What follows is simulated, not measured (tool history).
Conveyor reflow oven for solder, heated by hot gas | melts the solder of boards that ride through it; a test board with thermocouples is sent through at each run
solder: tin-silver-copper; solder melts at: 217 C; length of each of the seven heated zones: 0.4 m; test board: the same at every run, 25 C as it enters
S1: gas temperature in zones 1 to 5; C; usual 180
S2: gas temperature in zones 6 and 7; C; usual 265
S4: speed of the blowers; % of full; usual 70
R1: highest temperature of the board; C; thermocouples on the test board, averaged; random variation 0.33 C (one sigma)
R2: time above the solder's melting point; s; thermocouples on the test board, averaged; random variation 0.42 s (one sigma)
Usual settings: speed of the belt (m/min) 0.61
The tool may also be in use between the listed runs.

Run 1, hour 0: usual settings. Result: R1 246.3 C, R2 55.5 s.
At hour 20.1: flux residue cleaned out of gas plates and filters.
Run 2, hour 24.3: usual settings but S4 79 % of full. Result: R1 251.2 C, R2 60.9 s.
Run 3, hour 35.7: usual settings but S4 79 % of full. Result: R1 250.8 C, R2 60 s.
Run 4, hour 51.4: usual settings but S4 50 % of full. Result: R1 244.4 C, R2 52.2 s.
Run 5, hour 63.8: usual settings but S4 50 % of full. Result: R1 245 C, R2 53.8 s.
Run 6, hour 80.4: usual settings but S4 50 % of full. Result: R1 245.1 C, R2 53.2 s.
At hour 90.8: thermocouples of zones 6 and 7 changed.
Run 7, hour 99.4: usual settings but S4 50 % of full. Result: R1 243.5 C, R2 52.2 s.
Run 8, hour 118.7: usual settings but S4 50 % of full. Result: R1 243.2 C, R2 51.1 s.
Run 9, hour 135.2: usual settings but S4 50 % of full. Result: R1 243.4 C, R2 51.8 s.
Run 10, hour 155.1: usual settings. Result: R1 247.5 C, R2 57.3 s.
Run 11, hour 172.9: usual settings. Result: R1 247.3 C, R2 57.2 s.
Run 12, hour 184.2: usual settings but speed of the belt (m/min) 0.502. Result: R1 253.6 C, R2 76.6 s.
Run 13, hour 195.9: usual settings but speed of the belt (m/min) 0.502. Result: R1 253.9 C, R2 77.7 s.
Run 14, hour 215.3: usual settings but speed of the belt (m/min) 0.644. Result: R1 245.4 C, R2 51.5 s.
Run 15, hour 225.5: usual settings but speed of the belt (m/min) 0.644. Result: R1 245.3 C, R2 51.5 s.
Run 16, hour 240.8: usual settings but speed of the belt (m/min) 0.644. Result: R1 245.6 C, R2 51.9 s.
At hour 245.8: belt drive overhauled, speed set with a stopwatch.
Run 17, hour 256.1: usual settings but speed of the belt (m/min) 0.512. Result: R1 253 C, R2 75.5 s.
Run 18, hour 271.5: usual settings but S2 267 C, speed of the belt (m/min) 0.512. Result: R1 254.1 C, R2 75.5 s.
Run 19, hour 285.6: usual settings but S2 267 C, speed of the belt (m/min) 0.512. Result: R1 254.6 C, R2 76.6 s.
Run 20, hour 298.5: usual settings but speed of the belt (m/min) 0.578, S4 58 % of full. Result: R1 247 C, R2 59.5 s.
At hour 314.2: belt drive overhauled, speed set with a stopwatch, once more.
Run 21, hour 321.1: usual settings but speed of the belt (m/min) 0.578, S4 58 % of full. Result: R1 246.5 C, R2 57.9 s.
Run 22, hour 330.9: usual settings but S4 73 % of full. Result: R1 246.8 C, R2 55.3 s.
Run 23, hour 342.9: usual settings but S1 177 C, S2 273 C, speed of the belt (m/min) 0.517, S4 50 % of full. Result: R1 253.7 C, R2 70.7 s.
Run 24, hour 357.6: usual settings but S1 183 C, S2 264 C, S4 52 % of full. Result: R1 242.5 C, R2 51.2 s.
Run 25, hour 375.7: usual settings but S2 262 C, speed of the belt (m/min) 0.627, S4 62 % of full. Result: R1 241.9 C, R2 47.6 s.
Run 26, hour 389.5: usual settings but S2 262 C, speed of the belt (m/min) 0.684, S4 62 % of full. Result: R1 238.5 C, R2 39.2 s.
Run 27, hour 397.6: usual settings but S1 179 C, S2 262 C, speed of the belt (m/min) 0.684, S4 59 % of full. Result: R1 237.3 C, R2 37.1 s.
Run 28, hour 411.8: usual settings but S1 186 C, S2 258 C, speed of the belt (m/min) 0.684, S4 63 % of full. Result: R1 237.3 C, R2 39.6 s.
Run 29, hour 424.2: usual settings but S1 193 C, S2 258 C. Result: R1 244.2 C, R2 59 s.
Run 30, hour 444.3: usual settings but S1 173 C, S2 261 C, speed of the belt (m/min) 0.598, S4 73 % of full. Result: R1 243.2 C, R2 50.7 s.

Forecast each of these 3 alternatives for the next run:
Run A, hour 462.4: usual settings but S1 173 C, S2 272 C, speed of the belt (m/min) 0.598, S4 73 % of full. Result: R1 ?, R2 ?.
Run B, hour 462.4: usual settings but S1 173 C, S2 261 C, speed of the belt (m/min) 0.609, S4 73 % of full. Result: R1 ?, R2 ?.
Run C, hour 462.4: usual settings but S1 172 C, speed of the belt (m/min) 0.694. Result: R1 ?, R2 ?.

run     R1    R2
  A  251.4  58.4
  B  241.8  47.9
  C    240  37.8
Without the tool's hidden state the same runs would have given:
run     R1    R2
  A  252.7  59.9
  B    243  49.9
  C  241.7  40.2
